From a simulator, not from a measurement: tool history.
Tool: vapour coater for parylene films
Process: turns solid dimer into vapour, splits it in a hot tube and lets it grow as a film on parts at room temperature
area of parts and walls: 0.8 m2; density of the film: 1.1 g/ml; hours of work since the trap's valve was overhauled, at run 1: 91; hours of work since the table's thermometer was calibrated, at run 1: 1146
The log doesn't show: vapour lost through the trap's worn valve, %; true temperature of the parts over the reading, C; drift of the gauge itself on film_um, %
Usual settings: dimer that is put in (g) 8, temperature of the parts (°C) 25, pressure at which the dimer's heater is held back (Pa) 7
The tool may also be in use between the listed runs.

run,hour,dimer that is put in (g),temperature of the parts (°C),pressure at which the dimer's heater is held back (Pa),hours of work since the trap's valve was overhauled,hours of work since the table's thermometer was calibrated,thickness of the film (um)
1,0,8,25,7,91,1146,5.21
2,45.4,8,25,7,124,1178,5.18
3,117.3,8,25,7,175,1230,5.06
4,160.7,8,25,7,206,1261,5.07
5,233.7,8,24,7,259,1313,5.36
6,298.2,8,24,7,305,1360,5.38
7,356.7,8,25,2.94,347,1402,5.87
8,402,11,25,7,379,1434,7.09
9,470.8,11,21,7,429,1484,8.55
# hour 514.9: trap's valve overhauled
10,545.8,4,21,7,22,1534,3.09
11,602.2,9,25,7,63,1575,5.75
12,678.8,9,25,7,117,1630,5.75
13,731.5,8,24,7,155,1668,5.44
14,799.6,8,24,7,204,1716,5.33
15,872.1,8,25,8.11,256,1768,5.01
# hour 916.3: table's thermometer calibrated
16,945.2,8,34,7,308,21,3.33
17,1001.8,8,34,7,348,61,3.28
18,1053.5,8,34,7,385,98,3.33
19,1092.2,8,34,7,413,126,3.35
20,1129.4,8,34,7,440,153,3.34
# hour 1152.4: trap's valve overhauled
21,1211.6,8,34,7,42,209,3.4
22,1288.4,8,36,7,98,264,3.01
23,1359.1,8,25,7,148,315,5.14
24,1404.2,10,22,3.35,180,347,8.38
25,1475,14,25,5.13,231,398,9.45
26,1535,14,25,5.13,274,441,9.47
27,1590.7,11,24,4.68,314,481,7.85
28,1653.5,11,24,4.68,359,526,7.78
29,1733.6,11,36,8.95,417,583,3.94
30,1771.9,11,24,3.93,444,611,8.2
# hour 1787.9: trap's valve overhauled
31,1809.5,11,24,3.93,16,635,8.1
32,1844.8,8,25,10.53,41,660,4.84
33,1901.6,8,25,10.53,82,701,4.73
34,1939.8,13,19,7,109,728,11.22
35,1990.4,3,20,7.06,145,764,2.43
36,2055.4,3,20,7.06,192,811,2.42
37,2125.2,5,30,7.06,242,861,2.52
38,2179.9,5,21,7,281,900,3.91
39,2234.2,4,21,3.2,320,939,3.53
40,2296.3,4,20,3.2,365,984,3.7
41,2349.9,4,20,3.2,403,1022,3.69
42,2406.5,4,20,3.2,443,1063,3.73
# hour 2427.1: trap's valve overhauled
43,2486.5,4,20,11.15,43,1117,3.01
44,2560,4,20,11.15,95,1170,3.07
45,2637.7,13,20,2.54,151,1225,12.59

Hidden state or all else? Some run-to-run changes of thickness of the film (um), split into what the settings, what came in and random variation would give without the hidden state, and what is left for the hidden state (with any gauge scatter that isn't in both results):
Run 9 -> 10: dimer that is put in (g) 11 -> 4, trap's valve overhauled. thickness of the film (um) -5.46: hidden state +0.06, all else -5.52.
Run 29 -> 30: temperature of the parts (°C) 36 -> 24, pressure at which the dimer's heater is held back (Pa) 8.95 -> 3.93. thickness of the film (um) +4.26: hidden state -0.04, all else +4.3.
Run 30 -> 31: trap's valve overhauled. thickness of the film (um) -0.1: hidden state +0.06, all else -0.16.
Run 33 -> 34: dimer that is put in (g) 8 -> 13, temperature of the parts (°C) 25 -> 19, pressure at which the dimer's heater is held back (Pa) 10.53 -> 7. thickness of the film (um) +6.49: hidden state -0.01, all else +6.5.
Run 34 -> 35: dimer that is put in (g) 13 -> 3, temperature of the parts (°C) 19 -> 20, pressure at which the dimer's heater is held back (Pa) 7 -> 7.06. thickness of the film (um) -8.79: hidden state +0.01, all else -8.8.
Run 44 -> 45: dimer that is put in (g) 4 -> 13, pressure at which the dimer's heater is held back (Pa) 11.15 -> 2.54. thickness of the film (um) +9.52: hidden state -0.01, all else +9.53.
